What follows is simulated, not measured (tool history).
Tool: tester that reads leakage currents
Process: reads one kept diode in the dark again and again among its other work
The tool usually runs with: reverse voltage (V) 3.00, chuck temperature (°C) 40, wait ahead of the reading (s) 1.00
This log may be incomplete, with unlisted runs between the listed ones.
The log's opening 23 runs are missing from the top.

run	hour	reverse voltage (V)	chuck temperature (°C)	wait ahead of the reading (s)	hours of work since the probe card was cleaned	hours of work since the tester was calibrated	hours of work since the chuck was calibrated	current that the tester gives (pA)
24	605.0	3.00	27	1.00	1531	626	673	61.49
25	636.5	3.00	27	1.00	1544	640	686	61.93
26	672.4	4.94	27	1.00	1560	656	702	81.19
27	700.1	4.54	42	1.00	1572	668	714	276.41
28	730.1	1.63	38	4.16	1585	681	727	116.94
29	753.9	3.21	38	1.13	1595	691	737	166.35
30	786.9	10.91	28	0.79	1610	705	752	139.42
31	823.4	12.80	58	3.24	1625	721	767	1659.83

5 options for the next run, each taken on its own from the tool as it stands now. Forecast them:
A	847.4	2.85	58	9.24	1636	731	778	?
B	847.4	16.04	44	7.84	1636	731	778	?
C	847.4	3.00	40	0.50	1636	731	778	?
D	847.4	6.98	49	0.47	1636	731	778	?
E	847.4	3.00	22	1.00	1636	731	778	?

run	current that the tester gives (pA)
A	797.59
B	618.88
C	193.14
D	611.07
E	41.49
Without the tool's unlogged condition, the same runs would have read:
run	current that the tester gives (pA)
A	706.20
B	521.92
C	165.45
D	530.94
E	31.67

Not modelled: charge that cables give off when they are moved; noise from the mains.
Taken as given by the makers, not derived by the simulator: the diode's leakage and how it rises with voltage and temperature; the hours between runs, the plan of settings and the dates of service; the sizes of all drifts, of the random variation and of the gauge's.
